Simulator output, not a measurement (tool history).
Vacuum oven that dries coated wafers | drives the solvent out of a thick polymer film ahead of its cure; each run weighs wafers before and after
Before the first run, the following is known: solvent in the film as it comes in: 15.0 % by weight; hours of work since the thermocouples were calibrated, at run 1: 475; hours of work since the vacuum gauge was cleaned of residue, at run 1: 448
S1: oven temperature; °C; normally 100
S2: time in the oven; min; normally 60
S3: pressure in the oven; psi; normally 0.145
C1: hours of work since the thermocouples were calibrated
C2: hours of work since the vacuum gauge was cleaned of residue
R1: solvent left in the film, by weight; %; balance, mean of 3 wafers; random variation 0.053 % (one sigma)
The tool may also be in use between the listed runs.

{"run": 1, "hour": 0.0, "S1": 100, "S2": 60, "S3": 0.145, "C1": 475, "C2": 448, "R1": 1.91}
{"run": 2, "hour": 16.7, "S1": 100, "S2": 60, "S3": 0.145, "C1": 485, "C2": 458, "R1": 1.89}
{"run": 3, "hour": 46.8, "S1": 100, "S2": 60, "S3": 0.145, "C1": 502, "C2": 475, "R1": 1.88}
{"run": 4, "hour": 79.0, "S1": 100, "S2": 60, "S3": 0.145, "C1": 521, "C2": 494, "R1": 1.89}
{"run": 5, "hour": 116.9, "S1": 100, "S2": 60, "S3": 0.145, "C1": 543, "C2": 516, "R1": 1.94}
{"run": 6, "hour": 147.2, "S1": 100, "S2": 60, "S3": 0.145, "C1": 560, "C2": 533, "R1": 1.88}
{"run": 7, "hour": 173.3, "S1": 100, "S2": 60, "S3": 0.145, "C1": 575, "C2": 548, "R1": 1.84}
{"run": 8, "hour": 198.8, "S1": 100, "S2": 60, "S3": 0.145, "C1": 590, "C2": 563, "R1": 1.81}
{"run": 9, "hour": 215.4, "S1": 100, "S2": 60, "S3": 0.145, "C1": 600, "C2": 573, "R1": 1.87}
{"run": 10, "hour": 252.4, "S1": 90, "S2": 60, "S3": 0.145, "C1": 621, "C2": 594, "R1": 3.92}
{"run": 11, "hour": 282.5, "S1": 90, "S2": 60, "S3": 0.145, "C1": 638, "C2": 611, "R1": 3.96}
{"run": 12, "hour": 306.7, "S1": 100, "S2": 60, "S3": 0.145, "C1": 652, "C2": 625, "R1": 1.98}
{"run": 13, "hour": 335.2, "S1": 100, "S2": 60, "S3": 0.122, "C1": 669, "C2": 642, "R1": 1.74}
{"run": 14, "hour": 367.2, "S1": 113, "S2": 41, "S3": 0.102, "C1": 687, "C2": 660, "R1": 0.89}
{"run": 15, "hour": 396.7, "S1": 108, "S2": 49, "S3": 0.102, "C1": 704, "C2": 677, "R1": 1.09}
{"run": 16, "hour": 435.4, "S1": 108, "S2": 51, "S3": 0.196, "C1": 726, "C2": 699, "R1": 1.31}
{"run": 17, "hour": 463.5, "S1": 107, "S2": 108, "S3": 0.096, "C1": 742, "C2": 716, "R1": 0.53}
{"run": 18, "hour": 503.6, "S1": 110, "S2": 44, "S3": 0.094, "C1": 766, "C2": 739, "R1": 1}
{"run": 19, "hour": 521.1, "S1": 110, "S2": 44, "S3": 0.094, "C1": 776, "C2": 749, "R1": 1.05}
{"run": 20, "hour": 549.2, "S1": 110, "S2": 44, "S3": 0.094, "C1": 792, "C2": 765, "R1": 1.08}
{"run": 21, "hour": 578.7, "S1": 110, "S2": 44, "S3": 0.094, "C1": 809, "C2": 782, "R1": 0.99}
{"run": 22, "hour": 601.7, "S1": 100, "S2": 60, "S3": 0.268, "C1": 822, "C2": 795, "R1": 2.38}
{"run": 23, "hour": 621.9, "S1": 100, "S2": 60, "S3": 0.119, "C1": 834, "C2": 807, "R1": 1.69}
{"run": 24, "hour": 650.9, "S1": 94, "S2": 56, "S3": 0.263, "C1": 850, "C2": 824, "R1": 3.74}
{"run": 25, "hour": 681.3, "S1": 91, "S2": 88, "S3": 0.075, "C1": 868, "C2": 841, "R1": 1.91}
{"run": 26, "hour": 708.9, "S1": 110, "S2": 65, "S3": 0.075, "C1": 884, "C2": 857, "R1": 0.41}

Below are 5 alternative next runs, each starting from the tool's condition after run 26. Predict each:
{"run": "A", "hour": 749.3, "S1": 87, "S2": 77, "S3": 0.135, "C1": 907, "C2": 880, "R1": "?"}
{"run": "B", "hour": 749.3, "S1": 115, "S2": 72, "S3": 0.563, "C1": 907, "C2": 880, "R1": "?"}
{"run": "C", "hour": 749.3, "S1": 85, "S2": 46, "S3": 0.175, "C1": 907, "C2": 880, "R1": "?"}
{"run": "D", "hour": 749.3, "S1": 93, "S2": 72, "S3": 0.245, "C1": 907, "C2": 880, "R1": "?"}
{"run": "E", "hour": 749.3, "S1": 94, "S2": 71, "S3": 0.145, "C1": 907, "C2": 880, "R1": "?"}

run=A R1=3.67
run=B R1=1.55
run=C R1=6.54
run=D R1=3.15
run=E R1=2.42
Without the tool's hidden state the same runs would have given:
run=A R1=3.64
run=B R1=1.54
run=C R1=6.51
run=D R1=3.12
run=E R1=2.4

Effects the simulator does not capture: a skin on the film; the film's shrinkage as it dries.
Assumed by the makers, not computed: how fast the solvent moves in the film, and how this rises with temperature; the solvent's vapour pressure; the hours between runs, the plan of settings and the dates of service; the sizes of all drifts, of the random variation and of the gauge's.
